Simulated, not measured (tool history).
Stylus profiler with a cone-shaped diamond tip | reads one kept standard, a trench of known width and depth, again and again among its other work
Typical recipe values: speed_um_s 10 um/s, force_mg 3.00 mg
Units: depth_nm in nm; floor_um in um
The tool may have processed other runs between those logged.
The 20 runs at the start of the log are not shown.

Run 21, day 50.246: usual settings but force_mg 2.32 mg. Result: depth_nm 1017.52 nm, floor_um 14.43 um.
Run 22, day 52.917: usual settings but force_mg 2.32 mg. Result: depth_nm 1017.68 nm, floor_um 14.24 um.
Run 23, day 55.296: usual settings but force_mg 2.32 mg. Result: depth_nm 1018.53 nm, floor_um 14.10 um.
Run 24, day 56.675: usual settings but speed_um_s 29 um/s, force_mg 6.53 mg. Result: depth_nm 1033.97 nm, floor_um 14.02 um.
Run 25, day 58.296: usual settings but speed_um_s 15 um/s, force_mg 1.43 mg. Result: depth_nm 1014.16 nm, floor_um 13.90 um.
Run 26, day 61.017: usual settings but speed_um_s 15 um/s, force_mg 1.43 mg. Result: depth_nm 1014.18 nm, floor_um 13.77 um.
At day 61.308: height scale calibrated on a step standard.
Run 27, day 63.225: usual settings but speed_um_s 15 um/s, force_mg 1.43 mg. Result: depth_nm 1015.61 nm, floor_um 13.63 um.
Run 28, day 64.900: usual settings but speed_um_s 13 um/s, force_mg 1.80 mg. Result: depth_nm 1017.51 nm, floor_um 13.55 um.
Run 29, day 66.775: usual settings but speed_um_s 13 um/s, force_mg 1.80 mg. Result: depth_nm 1018.00 nm, floor_um 13.40 um.
At day 69.071: height scale calibrated on a step standard, once more.
Run 30, day 69.567: usual settings but speed_um_s 13 um/s, force_mg 1.09 mg. Result: depth_nm 1009.72 nm, floor_um 13.22 um.
Run 31, day 71.492: usual settings but speed_um_s 12 um/s, force_mg 1.92 mg. Result: depth_nm 1013.66 nm, floor_um 13.16 um.
Run 32, day 74.125: usual settings but speed_um_s 12 um/s, force_mg 1.92 mg. Result: depth_nm 1014.41 nm, floor_um 12.93 um.
Run 33, day 75.792: usual settings but speed_um_s 16 um/s. Result: depth_nm 1019.28 nm, floor_um 12.95 um.
Run 34, day 78.592: usual settings but speed_um_s 25 um/s, force_mg 1.12 mg. Result: depth_nm 1010.45 nm, floor_um 12.75 um.
Run 35, day 80.600: usual settings but speed_um_s 2 um/s, force_mg 6.84 mg. Result: depth_nm 1033.73 nm, floor_um 12.69 um.
Run 36, day 82.592: usual settings but speed_um_s 14 um/s, force_mg 5.65 mg. Result: depth_nm 1030.00 nm, floor_um 12.59 um.
At day 84.979: new tip fitted, height scale calibrated.
Run 37, day 85.012: usual settings but speed_um_s 14 um/s, force_mg 5.65 mg. Result: depth_nm 1028.12 nm, floor_um 15.89 um.
Run 38, day 88.121: usual settings but speed_um_s 28 um/s, force_mg 4.28 mg. Result: depth_nm 1024.03 nm, floor_um 15.66 um.
Run 39, day 90.133: usual settings but force_mg 1.98 mg. Result: depth_nm 1014.25 nm, floor_um 15.47 um.
Run 40, day 93.417: usual settings but force_mg 1.98 mg. Result: depth_nm 1014.00 nm, floor_um 15.17 um.
Run 41, day 96.554: usual settings but force_mg 1.98 mg. Result: depth_nm 1014.97 nm, floor_um 14.96 um.
Run 42, day 98.608: usual settings but force_mg 1.98 mg. Result: depth_nm 1014.80 nm, floor_um 14.80 um.
Run 43, day 100.329: usual settings but speed_um_s 13 um/s, force_mg 1.98 mg. Result: depth_nm 1015.22 nm, floor_um 14.72 um.
Run 44, day 103.321: usual settings but speed_um_s 15 um/s, force_mg 1.56 mg. Result: depth_nm 1013.59 nm, floor_um 14.52 um.
Run 45, day 105.846: usual settings but speed_um_s 15 um/s, force_mg 1.56 mg. Result: depth_nm 1013.67 nm, floor_um 14.35 um.

Predict each of these 4 candidate next runs independently; none follows another, all start after run 45:
Run A, day 107.317: usual settings but speed_um_s 3 um/s, force_mg 2.66 mg. Result: depth_nm ?, floor_um ?.
Run B, day 107.317: usual settings but speed_um_s 9 um/s, force_mg 2.63 mg. Result: depth_nm ?, floor_um ?.
Run C, day 107.317: usual settings but speed_um_s 7 um/s, force_mg 1.54 mg. Result: depth_nm ?, floor_um ?.
Run D, day 107.317: usual settings but speed_um_s 3 um/s, force_mg 1.97 mg. Result: depth_nm ?, floor_um ?.

run  depth_nm  floor_um
  A   1019.21     14.27
  B   1018.93     14.27
  C   1013.60     14.28
  D   1015.58     14.28
Without the tool's unlogged condition, the same runs would have read:
run  depth_nm  floor_um
  A   1017.44     16.00
  B   1017.16     16.01
  C   1011.84     16.02
  D   1013.82     16.01

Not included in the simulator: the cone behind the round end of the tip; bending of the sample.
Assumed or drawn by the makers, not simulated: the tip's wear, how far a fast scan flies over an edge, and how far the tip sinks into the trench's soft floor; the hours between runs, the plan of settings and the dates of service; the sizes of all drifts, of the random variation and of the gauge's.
